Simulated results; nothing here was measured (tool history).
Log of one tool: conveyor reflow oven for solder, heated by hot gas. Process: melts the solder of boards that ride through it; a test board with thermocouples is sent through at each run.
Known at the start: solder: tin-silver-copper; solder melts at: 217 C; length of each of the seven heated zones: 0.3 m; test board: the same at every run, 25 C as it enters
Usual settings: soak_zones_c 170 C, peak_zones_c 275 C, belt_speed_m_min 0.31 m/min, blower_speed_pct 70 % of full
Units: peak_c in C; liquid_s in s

Run 1, hour 0: usual settings. Result: peak_c 260.6 C, liquid_s 94.1 s.
Run 2, hour 46.4: usual settings but belt_speed_m_min 0.295 m/min. Result: peak_c 261.5 C, liquid_s 101 s.
Run 3, hour 78.6: usual settings but belt_speed_m_min 0.295 m/min. Result: peak_c 262.1 C, liquid_s 99.3 s.
Run 4, hour 106.4: usual settings but peak_zones_c 266 C. Result: peak_c 252.2 C, liquid_s 86.8 s.
Run 5, hour 144.3: usual settings but peak_zones_c 266 C. Result: peak_c 252.2 C, liquid_s 86.9 s.
Run 6, hour 198.5: usual settings. Result: peak_c 260.5 C, liquid_s 93.9 s.
Run 7, hour 240.7: usual settings but soak_zones_c 155 C, belt_speed_m_min 0.312 m/min, blower_speed_pct 65 % of full. Result: peak_c 257 C, liquid_s 82.5 s.
Run 8, hour 284.9: usual settings but soak_zones_c 155 C, belt_speed_m_min 0.312 m/min, blower_speed_pct 65 % of full. Result: peak_c 256.4 C, liquid_s 82.8 s.
Run 9, hour 329.1: usual settings but soak_zones_c 177 C, peak_zones_c 265 C, blower_speed_pct 73 % of full. Result: peak_c 253.3 C, liquid_s 90.8 s.
At hour 349.3: flux residue cleaned out of gas plates and filters.
Run 10, hour 374: usual settings but soak_zones_c 165 C, belt_speed_m_min 0.296 m/min. Result: peak_c 261 C, liquid_s 95.4 s.
Run 11, hour 435.4: usual settings but soak_zones_c 165 C, belt_speed_m_min 0.296 m/min. Result: peak_c 261.1 C, liquid_s 97.3 s.

3 ways to go on from here, each from the tool as it stands after run 11. What would each give?
Run A, hour 489: usual settings but belt_speed_m_min 0.351 m/min. Result: peak_c ?, liquid_s ?.
Run B, hour 489: usual settings but peak_zones_c 264 C, belt_speed_m_min 0.357 m/min. Result: peak_c ?, liquid_s ?.
Run C, hour 489: usual settings but soak_zones_c 175 C, belt_speed_m_min 0.253 m/min. Result: peak_c ?, liquid_s ?.

run  peak_c  liquid_s
  A   256.1      77.6
  B   246.4      66.2
  C   266.1     125.1
Without the tool's hidden state the same runs would have given:
run  peak_c  liquid_s
  A   256.1      77.6
  B   246.3      66.2
  C   266.1     125.1
